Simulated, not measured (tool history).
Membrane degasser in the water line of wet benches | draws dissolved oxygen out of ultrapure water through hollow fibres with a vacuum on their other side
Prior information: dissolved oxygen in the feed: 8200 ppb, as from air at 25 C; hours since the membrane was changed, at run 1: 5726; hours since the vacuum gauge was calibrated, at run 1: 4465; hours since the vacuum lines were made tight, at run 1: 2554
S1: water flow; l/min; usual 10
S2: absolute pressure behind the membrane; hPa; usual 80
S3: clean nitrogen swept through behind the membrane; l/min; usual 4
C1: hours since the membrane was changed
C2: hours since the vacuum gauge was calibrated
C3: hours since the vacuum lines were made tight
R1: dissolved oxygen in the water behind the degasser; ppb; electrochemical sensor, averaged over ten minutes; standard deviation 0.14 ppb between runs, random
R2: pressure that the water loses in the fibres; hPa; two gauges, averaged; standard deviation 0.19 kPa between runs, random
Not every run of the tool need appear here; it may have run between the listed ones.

{"run": 1, "day": 0.0, "S1": 10, "S2": 80, "S3": 4, "C1": 5726, "C2": 4465, "C3": 2554, "R1": 32, "R2": 619.5}
{"run": 2, "day": 9.954, "S1": 10, "S2": 80, "S3": 4, "C1": 5965, "C2": 4704, "C3": 2793, "R1": 32.1, "R2": 622}
{"run": 3, "day": 15.317, "S1": 10, "S2": 80, "S3": 4, "C1": 6094, "C2": 4833, "C3": 2922, "R1": 32.4, "R2": 620.4}
{"run": 4, "day": 20.921, "S1": 10, "S2": 80, "S3": 4, "C1": 6228, "C2": 4967, "C3": 3056, "R1": 32.2, "R2": 621.3}
{"run": 5, "day": 28.542, "S1": 10, "S2": 183.8, "S3": 4, "C1": 6411, "C2": 5150, "C3": 3239, "R1": 96, "R2": 618.3}
{"run": 6, "day": 36.088, "S1": 10, "S2": 183.8, "S3": 4, "C1": 6592, "C2": 5331, "C3": 3420, "R1": 95.7, "R2": 620.9}
{"run": 7, "day": 44.738, "S1": 10, "S2": 57.9, "S3": 4, "C1": 6800, "C2": 5539, "C3": 3628, "R1": 18.5, "R2": 621.2}
{"day": 53.454, "done": "vacuum gauge calibrated"}
{"run": 8, "day": 54.85, "S1": 7, "S2": 57.9, "S3": 4, "C1": 7042, "C2": 34, "C3": 3870, "R1": 11.5, "R2": 436.2}
{"run": 9, "day": 63.4, "S1": 7, "S2": 57.9, "S3": 4, "C1": 7247, "C2": 239, "C3": 4075, "R1": 11.7, "R2": 433.7}
{"day": 70.954, "done": "seals of the vacuum lines changed"}
{"run": 10, "day": 73.483, "S1": 7, "S2": 57.9, "S3": 4, "C1": 7487, "C2": 479, "C3": 61, "R1": 11.4, "R2": 435.3}
{"run": 11, "day": 85.354, "S1": 7, "S2": 57.9, "S3": 4, "C1": 7772, "C2": 764, "C3": 346, "R1": 11.4, "R2": 436}
{"run": 12, "day": 91.542, "S1": 10, "S2": 80, "S3": 4, "C1": 7921, "C2": 912, "C3": 494, "R1": 32.1, "R2": 621.7}
{"run": 13, "day": 101.583, "S1": 10, "S2": 80, "S3": 4, "C1": 8162, "C2": 1153, "C3": 735, "R1": 32, "R2": 625}
{"run": 14, "day": 107.85, "S1": 9, "S2": 80, "S3": 4, "C1": 8312, "C2": 1304, "C3": 886, "R1": 28, "R2": 560.2}
{"run": 15, "day": 120.271, "S1": 10, "S2": 80, "S3": 4, "C1": 8610, "C2": 1602, "C3": 1184, "R1": 32.2, "R2": 627.4}
{"run": 16, "day": 129.638, "S1": 10, "S2": 80, "S3": 4, "C1": 8835, "C2": 1826, "C3": 1408, "R1": 32, "R2": 625.6}
{"run": 17, "day": 141.804, "S1": 10, "S2": 195.2, "S3": 1.89, "C1": 9127, "C2": 2118, "C3": 1700, "R1": 207.8, "R2": 623}
{"run": 18, "day": 149.667, "S1": 10, "S2": 195.2, "S3": 1.89, "C1": 9316, "C2": 2307, "C3": 1889, "R1": 207.7, "R2": 624.5}
{"run": 19, "day": 161.042, "S1": 10, "S2": 195.2, "S3": 1.89, "C1": 9589, "C2": 2580, "C3": 2162, "R1": 208.1, "R2": 620.5}
{"run": 20, "day": 166.783, "S1": 10, "S2": 195.2, "S3": 1.89, "C1": 9726, "C2": 2718, "C3": 2300, "R1": 208.2, "R2": 628.2}
{"run": 21, "day": 175.004, "S1": 10, "S2": 195.2, "S3": 1.89, "C1": 9924, "C2": 2915, "C3": 2497, "R1": 208.3, "R2": 625.3}
{"run": 22, "day": 181.775, "S1": 10, "S2": 80, "S3": 5.14, "C1": 10086, "C2": 3078, "C3": 2660, "R1": 25.7, "R2": 625.4}
{"day": 182.658, "done": "membrane cartridge changed"}
{"run": 23, "day": 194.617, "S1": 7, "S2": 82, "S3": 6.17, "C1": 287, "C2": 3382, "C3": 2964, "R1": 14.4, "R2": 440}
{"run": 24, "day": 200.9, "S1": 8, "S2": 82, "S3": 1.88, "C1": 438, "C2": 3533, "C3": 3115, "R1": 52.8, "R2": 500.8}
{"run": 25, "day": 213.133, "S1": 14, "S2": 51.4, "S3": 2.23, "C1": 731, "C2": 3826, "C3": 3408, "R1": 45.9, "R2": 876.4}
{"run": 26, "day": 224.112, "S1": 14, "S2": 51.4, "S3": 2.23, "C1": 995, "C2": 4090, "C3": 3672, "R1": 45.7, "R2": 881}
{"day": 235.533, "done": "gauge calibrated"}
{"run": 27, "day": 236.867, "S1": 10, "S2": 98.5, "S3": 4, "C1": 1301, "C2": 4396, "C3": 3978, "R1": 43.7, "R2": 619}
{"run": 28, "day": 245.854, "S1": 10, "S2": 98.5, "S3": 6.39, "C1": 1517, "C2": 4612, "C3": 4194, "R1": 28.4, "R2": 620.5}
{"day": 247.912, "done": "seals of the vacuum lines changed"}
{"run": 29, "day": 255.05, "S1": 10, "S2": 98.5, "S3": 6.39, "C1": 1735, "C2": 4830, "C3": 171, "R1": 28.3, "R2": 616.1}
{"run": 30, "day": 263.55, "S1": 7, "S2": 143.6, "S3": 8.74, "C1": 1939, "C2": 5034, "C3": 375, "R1": 22.5, "R2": 432.5}
{"run": 31, "day": 276.175, "S1": 7, "S2": 102.3, "S3": 6.31, "C1": 2242, "C2": 5337, "C3": 678, "R1": 19.8, "R2": 436.8}

Consider 4 possible next runs. They are alternatives, not a sequence: every one starts from the tool as it was left by run 31. What does each give?
{"run": "A", "day": 288.25, "S1": 11, "S2": 64.1, "S3": 6.31, "C1": 2532, "C2": 5627, "C3": 968, "R1": "?", "R2": "?"}
{"run": "B", "day": 288.25, "S1": 7, "S2": 100.7, "S3": 4.22, "C1": 2532, "C2": 5627, "C3": 968, "R1": "?", "R2": "?"}
{"run": "C", "day": 288.25, "S1": 7, "S2": 118.8, "S3": 2.16, "C1": 2532, "C2": 5627, "C3": 968, "R1": "?", "R2": "?"}
{"run": "D", "day": 288.25, "S1": 10, "S2": 120.3, "S3": 1.8, "C1": 2532, "C2": 5627, "C3": 968, "R1": "?", "R2": "?"}

run=A R1=18.5 R2=683.1
run=B R1=28.6 R2=437
run=C R1=69.2 R2=433.5
run=D R1=120.5 R2=619.6
Take away the tool's hidden state, keep each run's random variation, and the runs would have read:
run=A R1=18.5 R2=680.2
run=B R1=28.6 R2=435.2
run=C R1=69.2 R2=431.7
run=D R1=120.5 R2=617
